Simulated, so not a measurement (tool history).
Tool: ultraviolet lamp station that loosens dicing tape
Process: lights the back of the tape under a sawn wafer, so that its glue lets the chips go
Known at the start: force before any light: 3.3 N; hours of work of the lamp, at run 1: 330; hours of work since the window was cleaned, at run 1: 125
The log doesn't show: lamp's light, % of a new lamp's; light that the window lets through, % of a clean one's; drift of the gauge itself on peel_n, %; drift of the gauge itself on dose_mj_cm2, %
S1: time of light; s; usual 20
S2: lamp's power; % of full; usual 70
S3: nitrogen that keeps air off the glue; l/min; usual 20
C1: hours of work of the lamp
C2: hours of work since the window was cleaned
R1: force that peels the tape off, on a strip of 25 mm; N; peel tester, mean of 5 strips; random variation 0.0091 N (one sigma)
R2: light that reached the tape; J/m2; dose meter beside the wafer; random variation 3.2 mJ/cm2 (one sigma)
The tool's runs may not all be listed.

run    hour  S1  S2  S3   C1   C2     R1    R2
  1       0  20  70  20  330  125  0.475  4440
  2    39.5  20  70  20  349  144  0.449  4380
  3    87.7  20  94  20  372  167  0.309  5750
  4   134.9  20  94  20  394  189  0.297  5670
  5   168.8  20  94  20  410  205  0.312  5580
  6   209.6  20  70  20  429  224  0.486  4150
  7     263  20  70  19  454  249  0.517  4140
  8   300.2  20  70  19  471  266  0.548  4090
  9   349.2  16  70  20  494  289  0.709  3260
 10   387.5  16  70  20  512  307  0.738  3170
 11   437.7  20  70  20  536  331  0.537  3930
 12   491.6  20  70  26  561  356   0.48  3820
 13   516.8  20  70  31  573  368  0.454  3800
      525.6  -- window cleaned of glue's vapour
 14     565  16  70  20  595   18  0.806  2880
 15   592.2  16  70  20  608   31  0.852  2800
 16   634.7  20  70  24  628   51  0.605  3480
 17   673.9  30  68   9  647   70  0.577  4990
 18   712.1  22  83  29  664   88  0.384  4480
 19   744.4  34  76   8  680  103  0.433  6310
      798.4  -- window cleaned of glue's vapour, once more
 20   798.4  13  70  17  705    0  1.021  2600
 21     827  14  70  21  718   13  0.867  2810
 22   853.9  14  70  21  731   26  0.838  2770
 23   894.1  26  96  12  750   45  0.302  6820
 24   941.4  18  70  10  772   67  0.883  3420
 25   977.7  25  70  20  789   84  0.403  4720
 26  1027.4  39  70  11  812  107  0.283  7330
 27  1073.1  39  70  22  834  129  0.218  7220
 28  1104.1  39  70  22  848  144  0.236  7080
 29  1155.4  39  70  22  872  168  0.227  7000
 30    1201  20  70  14  894  189  0.716  3550

3 ways to go on from here, each from the tool as it stands after run 30. What would each give?
  A  1232.7  21  61  36  909  204   ?   ?
  B  1232.7  18  70  14  909  204   ?   ?
  C  1232.7  12  77  26  909  204   ?   ?

run     R1    R2
  A  0.556  3240
  B  0.845  3170
  C  1.028  2340
Without the tool's hidden state the same runs would have given:
run     R1    R2
  A   0.33  4570
  B  0.524  4490
  C  0.661  3310
